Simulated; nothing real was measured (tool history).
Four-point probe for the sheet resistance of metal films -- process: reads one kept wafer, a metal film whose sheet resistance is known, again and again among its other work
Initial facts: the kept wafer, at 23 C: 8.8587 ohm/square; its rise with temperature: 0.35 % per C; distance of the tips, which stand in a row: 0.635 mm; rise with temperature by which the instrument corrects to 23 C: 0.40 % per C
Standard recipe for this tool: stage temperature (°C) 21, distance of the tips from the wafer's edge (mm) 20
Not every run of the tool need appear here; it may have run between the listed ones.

run   hour  stage temperature (°C)  distance of the tips from the wafer's edge (mm)  sheet resistance as the instrument gives it (ohm/square)
  1      0                      21                                               20                                                  8.872996
  2   25.8                      21                                               20                                                  8.871619
  3   52.9                      21                                               20                                                  8.872602
  4   73.5                      21                                               20                                                  8.874452
  5   97.1                      21                                               20                                                  8.872635
  6  113.8                      21                                               20                                                  8.870778
  7  140.6                      21                                               20                                                  8.871502
  8  168.1                      33                                               20                                                  8.820456
  9  184.6                      32                                               20                                                  8.823433
 10    211                      21                                               20                                                  8.873458
 11  223.2                      21                                               20                                                  8.868411
 12  234.7                      21                                               55                                                   8.86452
 13  253.1                      21                                               20                                                  8.871322
 14  274.8                      21                                               14                                                  8.879008
 15  291.1                      20                                                9                                                  8.891854
 16  307.6                      20                                                9                                                  8.898914
 17  321.5                      20                                                9                                                  8.897362
 18  338.9                      20                                                9                                                  8.898003
 19  351.9                      34                                               42                                                  8.807316

What will run 20 give?
 20  364.7                      34                                               42                                                         ?

sheet resistance as the instrument gives it (ohm/square): 8.812521
Minus the tool's unlogged condition, the same run would have read sheet resistance as the instrument gives it (ohm/square) 8.813319.
